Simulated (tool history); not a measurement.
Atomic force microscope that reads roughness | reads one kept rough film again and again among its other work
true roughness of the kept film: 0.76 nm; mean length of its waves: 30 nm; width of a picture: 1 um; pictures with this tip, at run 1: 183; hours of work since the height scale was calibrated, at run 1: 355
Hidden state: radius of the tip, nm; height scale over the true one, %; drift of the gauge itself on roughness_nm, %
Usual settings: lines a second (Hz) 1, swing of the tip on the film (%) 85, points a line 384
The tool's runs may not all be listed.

run     day  lines a second (Hz)  swing of the tip on the film (%)  points a line  pictures with this tip  hours of work since the height scale was calibrated  roughness of the kept film (nm (root mean square))
  1       0                    1                                85            384                     183                                                  355                                                0.65
  2   0.675                    1                                85            384                     207                                                  367                                               0.641
  3   1.271                    1                                85            384                     229                                                  377                                               0.643
  4   2.083                    1                                85            384                     258                                                  391                                               0.637
  5   3.046                    1                                89            384                     292                                                  407                                               0.622
  6   4.162                    1                                89            384                     332                                                  427                                               0.632
      4.238  -- new tip fitted
  7   5.112                    1                                89            384                      31                                                  443                                               0.627
  8   5.808                    1                                83            384                      56                                                  455                                               0.651
  9   6.442                    1                                63            384                      79                                                  466                                               0.708
 10   7.396                    1                                85            384                     113                                                  482                                                0.64
 11   8.183                 1.06                                85            384                     141                                                  496                                               0.635
 12   8.929                 1.06                                85            384                     168                                                  508                                               0.638
 13   9.608                    1                                79            384                     192                                                  520                                               0.663
 14  10.529                    1                                85            719                     225                                                  536                                               0.649
 15  11.275                 1.55                                85            384                     252                                                  549                                               0.599
 16  12.142                 1.55                                85            384                     283                                                  564                                               0.603
 17  12.729                 1.55                                80            384                     303                                                  574                                               0.626
     13.621  -- new tip fitted
 18  13.817                 1.55                                80            384                       7                                                  592                                               0.625
 19  14.725                 1.55                                80            384                      39                                                  608                                               0.623
 20  15.421                    1                                76            384                      64                                                  620                                               0.676
 21  16.562                 3.47                                85            384                     105                                                  640                                               0.493
 22  17.304                 3.47                                85            384                     131                                                  652                                               0.487
 23  17.783                    1                                85            548                     148                                                  661                                                0.64
 24  18.633                 3.45                                83            989                     179                                                  675                                               0.515
 25  19.446                 1.61                                59            989                     208                                                  689                                               0.706
 26  19.954                 1.61                                59            989                     226                                                  698                                               0.712
 27  21.038                 3.41                                85            838                     265                                                  717                                               0.498
 28  21.825                 3.41                                85            838                     293                                                  730                                               0.496

3 ways to go on from here, each from the tool as it stands after run 28. What would each give?
  A  22.7                  1.7                                72            483                     324                                                  745                                                   ?
  B  22.7                 3.19                                87            473                     324                                                  745                                                   ?
  C  22.7                    1                                61            384                     324                                                  745                                                   ?

run  roughness of the kept film (nm (root mean square))
  A                                               0.657
  B                                               0.482
  C                                               0.701
Without the tool's hidden state the same runs would have given:
run  roughness of the kept film (nm (root mean square))
  A                                               0.659
  B                                               0.483
  C                                               0.703

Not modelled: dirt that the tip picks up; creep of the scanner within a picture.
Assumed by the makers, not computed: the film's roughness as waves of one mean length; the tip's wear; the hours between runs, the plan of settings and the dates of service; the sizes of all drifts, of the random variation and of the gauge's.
